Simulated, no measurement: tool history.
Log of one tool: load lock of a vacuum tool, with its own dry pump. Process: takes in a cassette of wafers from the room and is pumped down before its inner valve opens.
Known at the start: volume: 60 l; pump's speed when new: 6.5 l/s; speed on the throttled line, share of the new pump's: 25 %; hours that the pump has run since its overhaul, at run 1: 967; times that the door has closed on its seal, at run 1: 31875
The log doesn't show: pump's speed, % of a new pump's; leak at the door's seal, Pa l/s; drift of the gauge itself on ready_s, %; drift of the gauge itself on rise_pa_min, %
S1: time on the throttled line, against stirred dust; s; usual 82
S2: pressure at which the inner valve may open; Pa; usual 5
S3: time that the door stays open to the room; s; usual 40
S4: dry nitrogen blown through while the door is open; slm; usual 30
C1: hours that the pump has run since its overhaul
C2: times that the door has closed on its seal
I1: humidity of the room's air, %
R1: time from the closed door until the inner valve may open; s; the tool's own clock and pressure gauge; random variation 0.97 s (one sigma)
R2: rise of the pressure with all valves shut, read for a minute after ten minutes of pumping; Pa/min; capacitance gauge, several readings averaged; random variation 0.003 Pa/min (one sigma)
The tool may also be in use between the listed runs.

Run 1, hour 0.0: usual settings; C1 967; C2 31875; I1 39.5. Result: R1 155.5 s, R2 0.180 Pa/min.
Run 2, hour 117.3: usual settings but S3 29 s; C1 1085; C2 32424; I1 44.7. Result: R1 157.4 s, R2 0.182 Pa/min.
Run 3, hour 229.2: usual settings but S3 29 s; C1 1197; C2 32947; I1 48.3. Result: R1 157.3 s, R2 0.184 Pa/min.
Run 4, hour 299.6: usual settings; C1 1267; C2 33277; I1 46.9. Result: R1 154.7 s, R2 0.188 Pa/min.
Run 5, hour 374.3: usual settings; C1 1342; C2 33626; I1 41.0. Result: R1 156.0 s, R2 0.188 Pa/min.
Run 6, hour 484.9: usual settings; C1 1452; C2 34143; I1 43.5. Result: R1 157.9 s, R2 0.193 Pa/min.
Run 7, hour 547.3: usual settings; C1 1515; C2 34435; I1 42.5. Result: R1 156.5 s, R2 0.200 Pa/min.
Run 8, hour 646.3: usual settings but S3 113 s; C1 1614; C2 34899; I1 42.8. Result: R1 154.8 s, R2 0.206 Pa/min.
Run 9, hour 727.3: usual settings but S3 113 s; C1 1695; C2 35278; I1 46.6. Result: R1 157.9 s, R2 0.216 Pa/min.
Run 10, hour 840.2: usual settings but S3 113 s; C1 1808; C2 35806; I1 46.3. Result: R1 156.1 s, R2 0.221 Pa/min.
Run 11, hour 952.0: usual settings but S1 106 s; C1 1919; C2 36329; I1 41.6. Result: R1 175.6 s, R2 0.208 Pa/min.
Run 12, hour 1013.0: usual settings but S2 8 Pa; C1 1980; C2 36614; I1 47.6. Result: R1 152.2 s, R2 0.217 Pa/min.
Run 13, hour 1108.8: usual settings but S2 8 Pa; C1 2076; C2 37063; I1 42.9. Result: R1 151.8 s, R2 0.225 Pa/min.
Run 14, hour 1201.7: usual settings but S2 8 Pa; C1 2169; C2 37497; I1 45.4. Result: R1 153.0 s, R2 0.220 Pa/min.
Run 15, hour 1297.3: usual settings but S2 8 Pa; C1 2265; C2 37944; I1 46.7. Result: R1 151.4 s, R2 0.230 Pa/min.
Run 16, hour 1382.3: usual settings but S1 77 s, S2 6 Pa, S4 11 slm; C1 2350; C2 38342; I1 46.4. Result: R1 154.4 s, R2 0.239 Pa/min.
Run 17, hour 1493.3: usual settings but S1 77 s, S2 6 Pa, S4 11 slm; C1 2461; C2 38861; I1 43.4. Result: R1 151.6 s, R2 0.233 Pa/min.
Run 18, hour 1614.6: usual settings but S1 119 s, S3 64 s; C1 2582; C2 39429; I1 46.6. Result: R1 184.7 s, R2 0.245 Pa/min.
Run 19, hour 1707.5: usual settings but S2 7 Pa, S4 33 slm; C1 2675; C2 39864; I1 42.4. Result: R1 153.0 s, R2 0.238 Pa/min.
Run 20, hour 1832.4: usual settings but S2 7 Pa, S4 33 slm; C1 2800; C2 40448; I1 44.1. Result: R1 154.6 s, R2 0.248 Pa/min.
Run 21, hour 1960.0: usual settings but S1 104 s, S3 27 s, S4 20 slm; C1 2927; C2 41045; I1 45.2. Result: R1 173.9 s, R2 0.260 Pa/min.
Run 22, hour 2078.4: usual settings but S1 128 s, S3 92 s, S4 14 slm; C1 3046; C2 41599; I1 43.4. Result: R1 192.8 s, R2 0.273 Pa/min.
Run 23, hour 2168.2: usual settings but S1 128 s, S3 92 s, S4 14 slm; C1 3136; C2 42019; I1 44.0. Result: R1 193.1 s, R2 0.291 Pa/min.
Run 24, hour 2227.6: usual settings but S1 101 s, S3 109 s, S4 9 slm; C1 3195; C2 42297; I1 50.5. Result: R1 170.8 s, R2 0.295 Pa/min.
Run 25, hour 2291.7: usual settings but S2 9 Pa, S3 30 s; C1 3259; C2 42597; I1 41.5. Result: R1 151.6 s, R2 0.268 Pa/min.
At hour 2347.6: door's seal changed, seat wiped.
Run 26, hour 2400.3: usual settings but S2 9 Pa, S3 30 s; C1 3366; C2 247; I1 46.7. Result: R1 153.1 s, R2 0.017 Pa/min.
Run 27, hour 2452.5: usual settings but S2 9 Pa, S3 30 s; C1 3418; C2 491; I1 44.9. Result: R1 152.3 s, R2 0.015 Pa/min.
Run 28, hour 2557.9: usual settings but S2 9 Pa, S3 30 s; C1 3524; C2 984; I1 42.7. Result: R1 150.6 s, R2 0.011 Pa/min.

How the hidden state differs across the entries between the runs, from the last listed run before each to the first after it:
Between runs 25 and 26: door's seal changed, seat wiped (hour 2347.6)
  pump's speed, % of a new pump's: 95.4 -> 95.2; leak at the door's seal, Pa l/s: 0.2558 -> 0.0021
  measured less the result without the state, R1: +3.2 -> +3.3 s; R2: +0.254 -> +0.000 Pa/min

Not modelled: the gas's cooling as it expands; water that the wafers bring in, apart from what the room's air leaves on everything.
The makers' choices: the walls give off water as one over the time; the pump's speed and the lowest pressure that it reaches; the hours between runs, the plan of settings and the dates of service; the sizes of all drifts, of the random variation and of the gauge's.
